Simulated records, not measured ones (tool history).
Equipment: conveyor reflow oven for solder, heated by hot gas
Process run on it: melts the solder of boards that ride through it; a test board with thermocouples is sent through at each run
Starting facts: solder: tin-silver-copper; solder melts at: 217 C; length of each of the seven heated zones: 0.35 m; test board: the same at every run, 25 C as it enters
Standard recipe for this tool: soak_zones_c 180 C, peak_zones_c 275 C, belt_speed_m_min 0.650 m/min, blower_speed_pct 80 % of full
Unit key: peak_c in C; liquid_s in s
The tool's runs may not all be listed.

run,hour,soak_zones_c,peak_zones_c,belt_speed_m_min,blower_speed_pct,peak_c,liquid_s
1,0.0,180,275,0.650,80,260.5,54.5
2,37.5,180,275,0.650,80,259.7,55.3
3,68.6,180,275,0.650,80,260.2,54.4
4,97.2,180,275,0.650,80,259.0,54.7
5,124.0,180,275,0.650,80,259.7,54.0
6,152.6,180,275,0.650,80,259.6,53.8
7,174.5,180,275,0.650,80,258.7,54.1
8,195.9,180,275,0.650,80,257.3,54.0
9,215.2,180,275,0.650,80,258.2,54.4
10,241.0,180,275,0.650,80,258.4,53.2
11,258.6,180,275,0.650,80,258.3,53.4
12,297.5,166,275,0.650,80,254.6,47.9
13,315.1,180,275,0.650,80,258.2,54.3
14,339.8,193,275,0.650,80,259.7,58.7
15,379.3,173,275,0.650,80,256.2,50.4
16,411.0,173,275,0.650,80,255.9,50.3
17,446.5,186,275,0.650,80,258.1,55.3
# hour 490.8: flux residue cleaned out of gas plates and filters
18,491.0,176,275,0.633,79,260.6,56.2
19,508.5,180,276,0.650,80,260.8,55.9
20,530.8,180,278,0.650,55,257.1,53.1
21,551.5,179,289,0.772,88,268.2,49.2
22,588.8,179,271,0.772,88,252.0,42.3
# hour 596.9: thermocouples of zones 6 and 7 changed
23,617.4,180,271,0.650,80,257.8,53.7
24,650.5,180,275,0.687,60,253.9,48.3
25,668.1,180,275,0.650,68,258.5,54.2
26,705.3,186,275,0.774,68,252.9,44.2
27,724.5,166,282,0.611,64,263.2,56.0
28,765.3,166,282,0.571,73,267.0,61.9
29,800.4,171,282,0.643,73,262.8,54.1
30,827.7,171,282,0.643,73,262.9,55.0
31,848.0,171,282,0.643,73,262.3,53.9

Here are 3 independent what-if runs from the current tool condition. What would each one return?
A,879.1,172,267,0.650,80,?,?
B,879.1,190,282,0.548,67,?,?
C,879.1,171,278,0.643,73,?,?

run,peak_c,liquid_s
A,250.1,46.7
B,269.3,73.6
C,259.4,52.6
With no hidden state in the tool, these same runs would have given:
run,peak_c,liquid_s
A,252.8,48.0
B,271.3,73.2
C,262.1,53.5
